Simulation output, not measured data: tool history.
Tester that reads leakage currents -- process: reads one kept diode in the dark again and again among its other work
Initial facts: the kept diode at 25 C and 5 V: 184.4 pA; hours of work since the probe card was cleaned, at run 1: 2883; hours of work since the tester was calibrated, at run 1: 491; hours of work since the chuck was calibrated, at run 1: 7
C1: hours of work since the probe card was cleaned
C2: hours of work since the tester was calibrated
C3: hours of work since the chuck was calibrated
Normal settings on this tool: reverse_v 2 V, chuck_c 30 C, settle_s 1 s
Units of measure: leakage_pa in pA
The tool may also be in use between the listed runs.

{"run": 1, "hour": 0.0, "reverse_v": 2, "chuck_c": 30, "settle_s": 1, "C1": 2883, "C2": 491, "C3": 7, "leakage_pa": 197.44}
{"run": 2, "hour": 61.7, "reverse_v": 2, "chuck_c": 30, "settle_s": 1, "C1": 2908, "C2": 517, "C3": 33, "leakage_pa": 197.87}
{"run": 3, "hour": 104.3, "reverse_v": 2, "chuck_c": 30, "settle_s": 1, "C1": 2926, "C2": 535, "C3": 51, "leakage_pa": 197.46}
{"run": 4, "hour": 191.4, "reverse_v": 2, "chuck_c": 30, "settle_s": 1, "C1": 2963, "C2": 572, "C3": 87, "leakage_pa": 198.66}
{"run": 5, "hour": 287.6, "reverse_v": 2, "chuck_c": 30, "settle_s": 1, "C1": 3004, "C2": 612, "C3": 128, "leakage_pa": 197.84}
{"run": 6, "hour": 369.0, "reverse_v": 2, "chuck_c": 30, "settle_s": 1, "C1": 3038, "C2": 646, "C3": 162, "leakage_pa": 198.92}
{"run": 7, "hour": 446.7, "reverse_v": 2, "chuck_c": 30, "settle_s": 0.41, "C1": 3070, "C2": 679, "C3": 195, "leakage_pa": 199.31}
{"run": 8, "hour": 512.0, "reverse_v": 2, "chuck_c": 30, "settle_s": 0.41, "C1": 3098, "C2": 707, "C3": 222, "leakage_pa": 199.36}
{"run": 9, "hour": 565.3, "reverse_v": 2, "chuck_c": 30, "settle_s": 0.41, "C1": 3120, "C2": 729, "C3": 245, "leakage_pa": 197.68}
{"run": 10, "hour": 607.8, "reverse_v": 3.69, "chuck_c": 30, "settle_s": 1, "C1": 3138, "C2": 747, "C3": 263, "leakage_pa": 248.75}
{"run": 11, "hour": 687.2, "reverse_v": 3.69, "chuck_c": 30, "settle_s": 1, "C1": 3172, "C2": 780, "C3": 296, "leakage_pa": 249.28}
{"run": 12, "hour": 751.5, "reverse_v": 3.69, "chuck_c": 54, "settle_s": 0.75, "C1": 3199, "C2": 807, "C3": 323, "leakage_pa": 1491.09}
{"run": 13, "hour": 801.2, "reverse_v": 9.38, "chuck_c": 30, "settle_s": 1.56, "C1": 3220, "C2": 828, "C3": 344, "leakage_pa": 352.75}
{"run": 14, "hour": 845.8, "reverse_v": 9.38, "chuck_c": 30, "settle_s": 1.56, "C1": 3238, "C2": 847, "C3": 363, "leakage_pa": 355.43}
{"run": 15, "hour": 933.1, "reverse_v": 12, "chuck_c": 41, "settle_s": 0.53, "C1": 3275, "C2": 884, "C3": 399, "leakage_pa": 911.39}
{"run": 16, "hour": 978.2, "reverse_v": 12, "chuck_c": 41, "settle_s": 0.53, "C1": 3294, "C2": 903, "C3": 418, "leakage_pa": 912.75}
{"run": 17, "hour": 1051.4, "reverse_v": 12, "chuck_c": 41, "settle_s": 0.53, "C1": 3325, "C2": 933, "C3": 449, "leakage_pa": 911.02}
{"run": 18, "hour": 1121.0, "reverse_v": 12, "chuck_c": 41, "settle_s": 0.53, "C1": 3354, "C2": 963, "C3": 478, "leakage_pa": 912.21}
{"hour": 1172.2, "done": "probe card cleaned and baked"}
{"run": 19, "hour": 1207.6, "reverse_v": 12, "chuck_c": 41, "settle_s": 0.53, "C1": 15, "C2": 998, "C3": 514, "leakage_pa": 910.04}
{"hour": 1269.6, "done": "chuck's temperature calibrated"}
{"run": 20, "hour": 1306.1, "reverse_v": 18.9, "chuck_c": 30, "settle_s": 1, "C1": 55, "C2": 1039, "C3": 15, "leakage_pa": 463.66}

What if the next run were any one of these 3? Each begins from the tool's condition after run 20:
{"run": "A", "hour": 1405.8, "reverse_v": 2.74, "chuck_c": 30, "settle_s": 0.86, "C1": 97, "C2": 1080, "C3": 57, "leakage_pa": "?"}
{"run": "B", "hour": 1405.8, "reverse_v": 18.9, "chuck_c": 31, "settle_s": 0.55, "C1": 97, "C2": 1080, "C3": 57, "leakage_pa": "?"}
{"run": "C", "hour": 1405.8, "reverse_v": 7.2, "chuck_c": 21, "settle_s": 8.11, "C1": 97, "C2": 1080, "C3": 57, "leakage_pa": "?"}

run=A leakage_pa=222.47
run=B leakage_pa=503.24
run=C leakage_pa=150.82
Had the tool no hidden state, the same runs would have come out as:
run=A leakage_pa=222.46
run=B leakage_pa=503.21
run=C leakage_pa=150.81
